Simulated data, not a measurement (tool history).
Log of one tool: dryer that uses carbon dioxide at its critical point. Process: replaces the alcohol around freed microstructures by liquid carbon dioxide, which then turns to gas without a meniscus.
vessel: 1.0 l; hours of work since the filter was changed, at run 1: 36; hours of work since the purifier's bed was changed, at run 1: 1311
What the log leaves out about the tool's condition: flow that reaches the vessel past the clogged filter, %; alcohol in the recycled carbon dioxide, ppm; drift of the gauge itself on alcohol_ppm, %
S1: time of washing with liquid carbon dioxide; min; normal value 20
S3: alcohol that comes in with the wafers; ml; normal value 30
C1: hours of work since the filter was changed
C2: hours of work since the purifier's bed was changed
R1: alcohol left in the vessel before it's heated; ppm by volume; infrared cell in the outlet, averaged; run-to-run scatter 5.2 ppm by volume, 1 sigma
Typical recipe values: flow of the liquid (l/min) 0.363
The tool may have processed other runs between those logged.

{"run": 1, "hour": 0.0, "S1": 20, "flow of the liquid (l/min)": 0.363, "S3": 30, "C1": 36, "C2": 1311, "R1": 236}
{"hour": 49.9, "done": "purifier's bed changed"}
{"run": 2, "hour": 57.3, "S1": 20, "flow of the liquid (l/min)": 0.363, "S3": 30, "C1": 64, "C2": 4, "R1": 108}
{"run": 3, "hour": 105.7, "S1": 20, "flow of the liquid (l/min)": 0.363, "S3": 30, "C1": 90, "C2": 29, "R1": 114}
{"run": 4, "hour": 147.7, "S1": 20, "flow of the liquid (l/min)": 0.363, "S3": 30, "C1": 111, "C2": 51, "R1": 126}
{"run": 5, "hour": 178.5, "S1": 20, "flow of the liquid (l/min)": 0.363, "S3": 30, "C1": 127, "C2": 67, "R1": 132}
{"run": 6, "hour": 230.9, "S1": 21, "flow of the liquid (l/min)": 0.363, "S3": 30, "C1": 155, "C2": 94, "R1": 116}
{"run": 7, "hour": 278.6, "S1": 18, "flow of the liquid (l/min)": 0.363, "S3": 30, "C1": 180, "C2": 119, "R1": 239}
{"run": 8, "hour": 310.0, "S1": 20, "flow of the liquid (l/min)": 0.363, "S3": 30, "C1": 196, "C2": 136, "R1": 162}
{"run": 9, "hour": 374.4, "S1": 28, "flow of the liquid (l/min)": 0.356, "S3": 30, "C1": 230, "C2": 169, "R1": 43}
{"run": 10, "hour": 411.9, "S1": 20, "flow of the liquid (l/min)": 0.549, "S3": 30, "C1": 249, "C2": 189, "R1": 41}
{"hour": 459.4, "done": "inlet filter changed"}
{"run": 11, "hour": 471.3, "S1": 20, "flow of the liquid (l/min)": 0.549, "S3": 30, "C1": 6, "C2": 219, "R1": 38}
{"run": 12, "hour": 505.1, "S1": 20, "flow of the liquid (l/min)": 0.549, "S3": 30, "C1": 24, "C2": 237, "R1": 37}
{"run": 13, "hour": 543.7, "S1": 20, "flow of the liquid (l/min)": 0.549, "S3": 30, "C1": 44, "C2": 257, "R1": 36}
{"run": 14, "hour": 585.8, "S1": 20, "flow of the liquid (l/min)": 0.549, "S3": 30, "C1": 66, "C2": 279, "R1": 46}
{"run": 15, "hour": 637.8, "S1": 29, "flow of the liquid (l/min)": 0.442, "S3": 48, "C1": 93, "C2": 306, "R1": 35}
{"run": 16, "hour": 698.0, "S1": 15, "flow of the liquid (l/min)": 0.286, "S3": 23, "C1": 124, "C2": 337, "R1": 887}

What if the next run were any one of these 4? Each begins from the tool's condition after run 16:
{"run": "A", "hour": 746.4, "S1": 20, "flow of the liquid (l/min)": 0.363, "S3": 44, "C1": 150, "C2": 362, "R1": "?"}
{"run": "B", "hour": 746.4, "S1": 27, "flow of the liquid (l/min)": 0.574, "S3": 46, "C1": 150, "C2": 362, "R1": "?"}
{"run": "C", "hour": 746.4, "S1": 15, "flow of the liquid (l/min)": 0.234, "S3": 23, "C1": 150, "C2": 362, "R1": "?"}
{"run": "D", "hour": 746.4, "S1": 15, "flow of the liquid (l/min)": 0.254, "S3": 34, "C1": 150, "C2": 362, "R1": "?"}

run=A R1=230
run=B R1=45
run=C R1=1637
run=D R1=1987
What these runs would have given with no unlogged condition in the tool:
run=A R1=134
run=B R1=7
run=C R1=1318
run=D R1=1578

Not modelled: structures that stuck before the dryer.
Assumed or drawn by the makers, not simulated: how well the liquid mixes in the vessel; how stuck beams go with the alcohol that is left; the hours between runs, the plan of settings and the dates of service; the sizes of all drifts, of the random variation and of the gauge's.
